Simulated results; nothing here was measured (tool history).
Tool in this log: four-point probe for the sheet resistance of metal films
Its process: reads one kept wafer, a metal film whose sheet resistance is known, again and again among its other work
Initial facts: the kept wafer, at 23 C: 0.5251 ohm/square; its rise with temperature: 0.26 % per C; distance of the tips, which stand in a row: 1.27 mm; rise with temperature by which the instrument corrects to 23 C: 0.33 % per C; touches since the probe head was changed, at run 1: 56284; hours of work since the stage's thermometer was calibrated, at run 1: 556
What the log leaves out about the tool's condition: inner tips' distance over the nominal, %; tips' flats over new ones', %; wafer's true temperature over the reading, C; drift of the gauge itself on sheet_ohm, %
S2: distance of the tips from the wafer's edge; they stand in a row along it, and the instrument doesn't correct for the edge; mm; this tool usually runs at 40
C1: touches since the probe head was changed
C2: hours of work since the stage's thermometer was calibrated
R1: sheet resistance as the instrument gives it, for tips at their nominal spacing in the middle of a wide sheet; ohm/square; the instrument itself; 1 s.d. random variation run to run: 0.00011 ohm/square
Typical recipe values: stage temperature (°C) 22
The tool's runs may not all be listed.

run 1 day=0.000 | stage_temperature_(°C)=22 S2=40 | C1=56284 C2=556 | R1=0.525203
run 2 day=0.975 | stage_temperature_(°C)=30 S2=40 | C1=56968 C2=571 | R1=0.522462
run 3 day=2.783 | stage_temperature_(°C)=30 S2=3 | C1=58235 C2=599 | R1=0.567624
run 4 day=4.233 | stage_temperature_(°C)=30 S2=3 | C1=59254 C2=622 | R1=0.567803
run 5 day=6.400 | stage_temperature_(°C)=22 S2=46 | C1=60774 C2=656 | R1=0.524830
run 6 day=8.246 | stage_temperature_(°C)=22 S2=40 | C1=62067 C2=685 | R1=0.524961
run 7 day=10.325 | stage_temperature_(°C)=25 S2=40 | C1=63526 C2=717 | R1=0.523925
run 8 day=12.183 | stage_temperature_(°C)=25 S2=40 | C1=64829 C2=746 | R1=0.524184
run 9 day=13.958 | stage_temperature_(°C)=22 S2=40 | C1=66074 C2=774 | R1=0.524971
run 10 day=15.112 | stage_temperature_(°C)=22 S2=40 | C1=66883 C2=792 | R1=0.524978
run 11 day=17.258 | stage_temperature_(°C)=22 S2=40 | C1=68388 C2=826 | R1=0.525144
run 12 day=19.033 | stage_temperature_(°C)=22 S2=40 | C1=69633 C2=853 | R1=0.525206
run 13 day=20.333 | stage_temperature_(°C)=22 S2=40 | C1=70543 C2=874 | R1=0.525142
run 14 day=22.533 | stage_temperature_(°C)=22 S2=40 | C1=72089 C2=908 | R1=0.525084
run 15 day=24.050 | stage_temperature_(°C)=22 S2=45 | C1=73152 C2=932 | R1=0.525196
run 16 day=25.450 | stage_temperature_(°C)=32 S2=48 | C1=74132 C2=954 | R1=0.521623
-- day=25.567 stage's thermometer calibrated
run 17 day=27.304 | stage_temperature_(°C)=19 S2=5 | C1=75417 C2=27 | R1=0.543657
run 18 day=28.275 | stage_temperature_(°C)=33 S2=9 | C1=76098 C2=42 | R1=0.526665
-- day=28.804 stage's thermometer calibrated, once more
run 19 day=29.617 | stage_temperature_(°C)=21 S2=9 | C1=77026 C2=13 | R1=0.531179
run 20 day=30.788 | stage_temperature_(°C)=21 S2=9 | C1=77848 C2=31 | R1=0.530993

What does the tool deliver on the next run?
run 21 day=32.521 | stage_temperature_(°C)=22 S2=19 | C1=79061 C2=58 | R1=?

Run 21 measured R1 0.526424 ohm/square.
With no hidden state in the tool, this same run would have given R1 0.526751 ohm/square.
